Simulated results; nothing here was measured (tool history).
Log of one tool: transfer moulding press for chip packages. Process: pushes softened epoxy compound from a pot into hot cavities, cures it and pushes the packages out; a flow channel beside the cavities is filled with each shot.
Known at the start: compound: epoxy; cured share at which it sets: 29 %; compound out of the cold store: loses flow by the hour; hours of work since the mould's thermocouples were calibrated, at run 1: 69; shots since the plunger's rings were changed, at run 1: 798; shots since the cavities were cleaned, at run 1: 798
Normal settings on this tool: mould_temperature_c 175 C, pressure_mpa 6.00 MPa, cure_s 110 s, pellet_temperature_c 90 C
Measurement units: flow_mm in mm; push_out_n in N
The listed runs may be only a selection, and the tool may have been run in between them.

run     day  mould_temperature_c  pressure_mpa  cure_s  pellet_temperature_c  hours of work since the mould's thermocouples were calibrated  shots since the plunger's rings were changed  shots since the cavities were cleaned  incoming compound's hours out of the cold store  flow_mm  push_out_n
  1   0.000                  175          6.00     110                    90                                                             69                                           798                                    798                                             25.4      914         544
      1.096  -- cavities cleaned with cleaning compound and waxed
  2   2.708                  175          6.00     110                    90                                                            118                                          1561                                    465                                             26.1      905         444
      4.904  -- cavities cleaned with cleaning compound and waxed
  3   5.338                  175          6.00     110                    90                                                            166                                          2301                                    124                                             10.4      933         351
  4   8.225                  171          6.00     110                    90                                                            219                                          3134                                    957                                             47.3      845         619
      8.762  -- cavities cleaned with cleaning compound and waxed
  5  10.533                  171          6.00     110                    90                                                            261                                          3782                                    511                                             34.7      870         538
     12.525  -- cavities cleaned with cleaning compound and waxed
  6  12.525                  175          6.00     110                    90                                                            297                                          4338                                      0                                             14.5      895         293
     14.708  -- mould's thermocouples calibrated
  7  15.283                  168          6.00     110                    90                                                             11                                          5110                                    772                                             34.7      870         750
     15.967  -- plunger's sealing rings changed
     16.492  -- cavities cleaned with cleaning compound and waxed
  8  17.517                  168          6.00     110                    90                                                             49                                           428                                    295                                             45.8      903         590
  9  18.925                  168          6.00     110                    90                                                             75                                           834                                    701                                             39.7      911         716
     20.300  -- cavities cleaned with cleaning compound and waxed
 10  20.467                  175          6.00     124                    90                                                            103                                          1260                                     47                                             10.9      955         295
 11  22.771                  175          6.00     124                    90                                                            146                                          1926                                    713                                             16.8      924         475
     24.150  -- cavities cleaned with cleaning compound and waxed
 12  25.283                  175          6.00     125                    90                                                            191                                          2631                                    326                                             42.5      849         409
 13  27.383                  175          6.00     110                    90                                                            230                                          3237                                    932                                              9.6      926         541
     28.129  -- cavities cleaned with cleaning compound and waxed
 14  29.446                  175          6.00     110                    90                                                            267                                          3814                                    380                                             18.7      892         424
     32.029  -- cavities cleaned with cleaning compound and waxed
 15  32.133                  175          6.00      91                    90                                                            316                                          4570                                     29                                             21.2      883         377
     33.325  -- mould's thermocouples calibrated
 16  34.304                  172          6.14      91                    90                                                             18                                          5173                                    632                                             34.8      864         765
     34.688  -- plunger's sealing rings changed
     35.971  -- cavities cleaned with cleaning compound and waxed
 17  35.971                  172          7.29     112                    84                                                             46                                           352                                      0                                             38.2      986         314
 18  39.096                  181          4.79     111                    84                                                            104                                          1254                                    902                                             16.6      804         502
     39.833  -- cavities cleaned with cleaning compound and waxed
 19  40.938                  175          4.75     110                    90                                                            137                                          1767                                    319                                             37.3      773         430
     43.696  -- cavities cleaned with cleaning compound and waxed
 20  43.775                  175          4.75     110                    90                                                            189                                          2567                                     22                                             41.0      766         301
 21  45.488                  173          4.80     110                    87                                                            221                                          3060                                    515                                             12.1      831         517
     47.579  -- cavities cleaned with cleaning compound and waxed
 22  47.642                  173          4.80     110                    87                                                            260                                          3665                                     19                                             27.1      784         322
 23  49.129                  170          4.80     110                    87                                                            287                                          4093                                    447                                             22.5      805         557
     51.454  -- cavities cleaned with cleaning compound and waxed
 24  51.596                  169          6.00     110                    90                                                            332                                          4786                                     41                                             19.8      906         416
     51.908  -- mould's thermocouples calibrated
 25  53.017                  167          6.00      99                    86                                                             21                                          5172                                    427                                             18.6      920         917
     53.383  -- plunger's sealing rings changed
     55.521  -- cavities cleaned with cleaning compound and waxed
 26  55.679                  167          6.00      99                    86                                                             67                                           644                                     46                                             27.1      956         607
 27  58.688                  167          6.00      99                    86                                                            123                                          1511                                    913                                             22.4      954        1066

What if the next run were any one of these 3? Each begins from the tool's condition after run 27:
     59.454  -- cavities cleaned with cleaning compound and waxed
  A  60.392                  172          6.00      99                    86                                                            154                                          1985                                    271                                             27.0        ?           ?
     59.454  -- cavities cleaned with cleaning compound and waxed
  B  60.392                  170          6.00     145                    86                                                            154                                          1985                                    271                                             34.8        ?           ?
     59.454  -- cavities cleaned with cleaning compound and waxed
  C  60.392                  175          6.00      93                    90                                                            154                                          1985                                    271                                             36.5        ?           ?

run  flow_mm  push_out_n
  A      911         500
  B      903         389
  C      874         459
Stripped of hidden state, with their random variation kept, the same runs would have yielded:
run  flow_mm  push_out_n
  A      940         368
  B      932         280
  C      902         337

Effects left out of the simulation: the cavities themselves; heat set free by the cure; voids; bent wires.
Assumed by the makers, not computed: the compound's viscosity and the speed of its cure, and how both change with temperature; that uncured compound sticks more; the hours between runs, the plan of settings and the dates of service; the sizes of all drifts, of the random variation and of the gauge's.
